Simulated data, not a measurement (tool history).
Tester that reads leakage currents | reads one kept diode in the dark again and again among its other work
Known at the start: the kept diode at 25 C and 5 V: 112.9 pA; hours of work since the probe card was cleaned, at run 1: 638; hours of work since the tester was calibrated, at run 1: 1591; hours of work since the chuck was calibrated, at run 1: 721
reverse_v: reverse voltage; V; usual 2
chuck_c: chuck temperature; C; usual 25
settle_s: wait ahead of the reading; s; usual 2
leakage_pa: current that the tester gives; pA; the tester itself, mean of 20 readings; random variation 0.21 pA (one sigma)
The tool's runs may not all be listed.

| run | hour | reverse_v | chuck_c | settle_s | hours of work since the probe card was cleaned | hours of work since the tester was calibrated | hours of work since the chuck was calibrated | leakage_pa |
|---|---|---|---|---|---|---|---|---|
| 1 | 0 | 2 | 25 | 2 | 638 | 1591 | 721 | 68.84 |
| 2 | 15.1 | 1.25 | 25 | 2 | 648 | 1602 | 731 | 52.9 |
| 3 | 36.9 | 6.84 | 25 | 2 | 662 | 1616 | 745 | 140.56 |
| 4 | 52.7 | 2 | 27 | 2 | 673 | 1627 | 756 | 81.52 |
| 5 | 69.5 | 2 | 27 | 2 | 684 | 1638 | 767 | 81.33 |
| 6 | 92.4 | 2 | 27 | 2 | 700 | 1654 | 783 | 80.8 |
| 7 | 122.7 | 1.08 | 27 | 2 | 720 | 1674 | 803 | 57.39 |
| 8 | 151.4 | 1.08 | 27 | 2.47 | 739 | 1693 | 822 | 57.29 |
| 9 | 173.6 | 3.88 | 25 | 2 | 754 | 1708 | 837 | 102.35 |
| 10 | 187.3 | 2 | 25 | 2 | 764 | 1717 | 847 | 69.74 |
| 11 | 211.3 | 11.4 | 25 | 2 | 780 | 1734 | 863 | 191.75 |
| 12 | 224.8 | 8.98 | 25 | 2 | 789 | 1743 | 872 | 166.07 |
| 13 | 248.5 | 8.98 | 25 | 1.5 | 805 | 1759 | 888 | 167.09 |
| 14 | 267.6 | 2 | 25 | 2 | 818 | 1771 | 901 | 70.25 |
| 15 | 295.7 | 2 | 25 | 2 | 836 | 1790 | 920 | 70.27 |
| 16 | 324.5 | 10.72 | 25 | 2 | 856 | 1810 | 939 | 185.33 |
| 17 | 349.4 | 2.78 | 25 | 2 | 873 | 1826 | 956 | 85.22 |
| 18 | 370.4 | 2.78 | 25 | 2 | 887 | 1841 | 970 | 84.68 |
| 19 | 397.9 | 2 | 25 | 2 | 905 | 1859 | 988 | 69.89 |
| 20 | 422.8 | 2 | 25 | 2 | 922 | 1876 | 1005 | 70.26 |
| 21 | 448.8 | 1.06 | 33 | 2 | 939 | 1893 | 1023 | 91.23 |
| 22 | 473.4 | 7.91 | 25 | 0.36 | 956 | 1910 | 1039 | 161.46 |
| 23 | 488 | 1.12 | 25 | 1.33 | 966 | 1920 | 1049 | 50.53 |
| 24 | 505.5 | 2 | 45 | 2.08 | 978 | 1931 | 1061 | 322.34 |
| 25 | 522.2 | 4.54 | 44 | 9.49 | 989 | 1943 | 1072 | 478.15 |
| 26 | 545.1 | 13.51 | 22 | 0.65 | 1004 | 1958 | 1087 | 171.89 |
| 27 | 558.5 | 8.41 | 22 | 0.34 | 1013 | 1967 | 1096 | 132.75 |
| 28 | 582.4 | 10.98 | 40 | 9.58 | 1029 | 1983 | 1112 | 594.83 |

Forecast run 29:
| 29 | 599 | 10.98 | 40 | 9.58 | 1041 | 1994 | 1124 | ? |

{"run 29": {"leakage_pa": 597.41}}
Without the tool's hidden state the same run would have given leakage_pa 568.83 pA.
